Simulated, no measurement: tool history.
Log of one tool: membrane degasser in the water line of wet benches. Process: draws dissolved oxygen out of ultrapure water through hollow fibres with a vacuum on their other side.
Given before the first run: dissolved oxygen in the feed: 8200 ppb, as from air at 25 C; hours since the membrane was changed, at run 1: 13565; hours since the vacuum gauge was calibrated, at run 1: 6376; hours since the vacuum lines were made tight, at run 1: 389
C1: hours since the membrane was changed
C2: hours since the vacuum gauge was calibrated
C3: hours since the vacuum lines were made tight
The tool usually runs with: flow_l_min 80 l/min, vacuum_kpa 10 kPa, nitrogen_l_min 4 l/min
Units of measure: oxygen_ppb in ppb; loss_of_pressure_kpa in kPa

Run 1, hour 0: usual settings; C1 13565; C2 6376; C3 389. Result: oxygen_ppb 397.3 ppb, loss_of_pressure_kpa 29.13 kPa.
Run 2, hour 267.7: usual settings; C1 13832; C2 6644; C3 657. Result: oxygen_ppb 407.8 ppb, loss_of_pressure_kpa 29.1 kPa.
Run 3, hour 556.4: usual settings; C1 14121; C2 6933; C3 946. Result: oxygen_ppb 399.8 ppb, loss_of_pressure_kpa 29.12 kPa.
Run 4, hour 827.9: usual settings; C1 14393; C2 7204; C3 1217. Result: oxygen_ppb 408 ppb, loss_of_pressure_kpa 29.21 kPa.
At hour 1065.6: vacuum gauge calibrated.
Run 5, hour 1130.1: usual settings but vacuum_kpa 11.1 kPa; C1 14694; C2 64; C3 1519. Result: oxygen_ppb 446.8 ppb, loss_of_pressure_kpa 28.89 kPa.
Run 6, hour 1410.3: usual settings but vacuum_kpa 11.1 kPa; C1 14974; C2 345; C3 1799. Result: oxygen_ppb 448.9 ppb, loss_of_pressure_kpa 28.98 kPa.
Run 7, hour 1624.3: usual settings but flow_l_min 49 l/min, vacuum_kpa 11.1 kPa; C1 15188; C2 559; C3 2013. Result: oxygen_ppb 277.9 ppb, loss_of_pressure_kpa 18.14 kPa.
At hour 1672.5: membrane cartridge changed.
At hour 1713.4: vacuum gauge calibrated, once more.
Run 8, hour 1976.3: usual settings; C1 303; C2 263; C3 2360. Result: oxygen_ppb 371.6 ppb, loss_of_pressure_kpa 27.29 kPa.
Run 9, hour 2157.2: usual settings; C1 484; C2 444; C3 2541. Result: oxygen_ppb 371.9 ppb, loss_of_pressure_kpa 27.18 kPa.
Run 10, hour 2337.2: usual settings; C1 664; C2 624; C3 2721. Result: oxygen_ppb 369.5 ppb, loss_of_pressure_kpa 27.21 kPa.
Run 11, hour 2577.7: usual settings; C1 905; C2 864; C3 2962. Result: oxygen_ppb 377.9 ppb, loss_of_pressure_kpa 27.48 kPa.
Run 12, hour 2754.4: usual settings but vacuum_kpa 15.1 kPa; C1 1081; C2 1041; C3 3139. Result: oxygen_ppb 580.1 ppb, loss_of_pressure_kpa 27.35 kPa.
Run 13, hour 3012.8: usual settings but vacuum_kpa 15.1 kPa; C1 1340; C2 1299; C3 3397. Result: oxygen_ppb 587.2 ppb, loss_of_pressure_kpa 27.38 kPa.
Run 14, hour 3163.2: usual settings but vacuum_kpa 15.1 kPa; C1 1490; C2 1450; C3 3547. Result: oxygen_ppb 573.9 ppb, loss_of_pressure_kpa 27.44 kPa.
Run 15, hour 3356.3: usual settings but vacuum_kpa 15.9 kPa; C1 1683; C2 1643; C3 3740. Result: oxygen_ppb 608.3 ppb, loss_of_pressure_kpa 27.37 kPa.
Run 16, hour 3702.4: usual settings but vacuum_kpa 15.9 kPa; C1 2029; C2 1989; C3 4087. Result: oxygen_ppb 613.3 ppb, loss_of_pressure_kpa 27.45 kPa.

What does the tool deliver on the next run?
Run 17, hour 3890: usual settings but flow_l_min 122 l/min; C1 2217; C2 2177; C3 4274. Result: oxygen_ppb ?, loss_of_pressure_kpa ?.

Run 17 gave oxygen_ppb 575.2 ppb, loss_of_pressure_kpa 41.8 kPa.
Take away the tool's hidden state, keep the run-to-run variation as it was, and the same run would have given oxygen_ppb 567 ppb, loss_of_pressure_kpa 41.34 kPa.

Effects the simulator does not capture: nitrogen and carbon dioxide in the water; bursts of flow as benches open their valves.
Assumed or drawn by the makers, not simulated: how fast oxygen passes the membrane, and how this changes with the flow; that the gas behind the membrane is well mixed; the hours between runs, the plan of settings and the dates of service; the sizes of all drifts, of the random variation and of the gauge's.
